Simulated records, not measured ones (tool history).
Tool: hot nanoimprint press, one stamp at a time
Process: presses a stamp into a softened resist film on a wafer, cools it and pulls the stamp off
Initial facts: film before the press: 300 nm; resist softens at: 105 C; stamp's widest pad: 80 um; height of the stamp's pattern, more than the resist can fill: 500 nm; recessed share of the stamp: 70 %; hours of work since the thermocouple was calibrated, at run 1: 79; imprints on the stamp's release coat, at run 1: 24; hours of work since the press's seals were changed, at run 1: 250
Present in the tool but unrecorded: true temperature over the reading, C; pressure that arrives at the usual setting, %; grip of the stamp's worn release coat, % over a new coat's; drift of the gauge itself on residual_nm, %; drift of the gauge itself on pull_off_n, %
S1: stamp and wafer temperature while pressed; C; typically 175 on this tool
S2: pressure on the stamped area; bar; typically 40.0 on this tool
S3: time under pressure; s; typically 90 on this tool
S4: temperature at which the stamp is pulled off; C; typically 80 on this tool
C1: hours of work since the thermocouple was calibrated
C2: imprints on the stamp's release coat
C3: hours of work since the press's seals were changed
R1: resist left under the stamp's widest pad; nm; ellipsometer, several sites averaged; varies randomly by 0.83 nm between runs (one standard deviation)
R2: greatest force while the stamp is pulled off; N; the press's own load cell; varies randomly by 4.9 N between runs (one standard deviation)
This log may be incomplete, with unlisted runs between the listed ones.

{"run": 1, "hour": 0.0, "S1": 175, "S2": 40.0, "S3": 90, "S4": 80, "C1": 79, "C2": 24, "C3": 250, "R1": 114.7, "R2": 240}
{"run": 2, "hour": 45.6, "S1": 175, "S2": 40.0, "S3": 90, "S4": 80, "C1": 110, "C2": 196, "C3": 281, "R1": 116.7, "R2": 247}
{"run": 3, "hour": 102.7, "S1": 175, "S2": 40.0, "S3": 90, "S4": 80, "C1": 149, "C2": 412, "C3": 320, "R1": 113.7, "R2": 253}
{"run": 4, "hour": 147.6, "S1": 175, "S2": 40.0, "S3": 90, "S4": 69, "C1": 180, "C2": 582, "C3": 351, "R1": 117.0, "R2": 312}
{"run": 5, "hour": 202.4, "S1": 175, "S2": 40.0, "S3": 90, "S4": 69, "C1": 217, "C2": 789, "C3": 388, "R1": 117.8, "R2": 314}
{"run": 6, "hour": 268.2, "S1": 175, "S2": 40.0, "S3": 90, "S4": 69, "C1": 262, "C2": 1037, "C3": 433, "R1": 119.4, "R2": 331}
{"run": 7, "hour": 311.9, "S1": 175, "S2": 40.0, "S3": 90, "S4": 69, "C1": 292, "C2": 1202, "C3": 463, "R1": 117.9, "R2": 342}
{"run": 8, "hour": 391.4, "S1": 175, "S2": 40.0, "S3": 90, "S4": 88, "C1": 347, "C2": 1503, "C3": 518, "R1": 119.8, "R2": 252}
{"run": 9, "hour": 446.7, "S1": 168, "S2": 40.0, "S3": 90, "S4": 71, "C1": 385, "C2": 1712, "C3": 556, "R1": 172.6, "R2": 347}
{"hour": 466.2, "done": "stamp cleaned and given a new release coat"}
{"run": 10, "hour": 508.0, "S1": 168, "S2": 63.8, "S3": 90, "S4": 71, "C1": 422, "C2": 158, "C3": 594, "R1": 145.8, "R2": 295}
{"hour": 535.4, "done": "plate thermocouple calibrated"}
{"run": 11, "hour": 576.5, "S1": 180, "S2": 26.4, "S3": 162, "S4": 71, "C1": 28, "C2": 405, "C3": 638, "R1": 82.2, "R2": 303}
{"run": 12, "hour": 631.1, "S1": 175, "S2": 45.1, "S3": 88, "S4": 80, "C1": 66, "C2": 611, "C3": 676, "R1": 108.5, "R2": 258}
{"run": 13, "hour": 677.0, "S1": 182, "S2": 45.1, "S3": 88, "S4": 71, "C1": 97, "C2": 785, "C3": 707, "R1": 75.9, "R2": 316}
{"run": 14, "hour": 727.3, "S1": 182, "S2": 45.1, "S3": 88, "S4": 71, "C1": 131, "C2": 975, "C3": 742, "R1": 75.6, "R2": 316}
{"run": 15, "hour": 763.6, "S1": 182, "S2": 35.7, "S3": 45, "S4": 71, "C1": 156, "C2": 1112, "C3": 766, "R1": 111.3, "R2": 315}

Below are 5 alternative next runs, each starting from the tool's condition after run 15. Predict each:
{"run": "A", "hour": 823.6, "S1": 169, "S2": 35.7, "S3": 58, "S4": 71, "C1": 197, "C2": 1339, "C3": 808, "R1": "?", "R2": "?"}
{"run": "B", "hour": 823.6, "S1": 182, "S2": 41.3, "S3": 136, "S4": 70, "C1": 197, "C2": 1339, "C3": 808, "R1": "?", "R2": "?"}
{"run": "C", "hour": 823.6, "S1": 186, "S2": 40.0, "S3": 90, "S4": 73, "C1": 197, "C2": 1339, "C3": 808, "R1": "?", "R2": "?"}
{"run": "D", "hour": 823.6, "S1": 182, "S2": 27.4, "S3": 52, "S4": 87, "C1": 197, "C2": 1339, "C3": 808, "R1": "?", "R2": "?"}
{"run": "E", "hour": 823.6, "S1": 175, "S2": 40.0, "S3": 126, "S4": 65, "C1": 197, "C2": 1339, "C3": 808, "R1": "?", "R2": "?"}

run=A R1=190.2 R2=317
run=B R1=67.2 R2=350
run=C R1=66.6 R2=327
run=D R1=122.1 R2=254
run=E R1=100.9 R2=367
With the hidden condition removed and each run's random variation left untouched, the same runs would have given:
run=A R1=182.7 R2=265
run=B R1=63.6 R2=293
run=C R1=63.3 R2=274
run=D R1=116.8 R2=212
run=E R1=95.5 R2=307
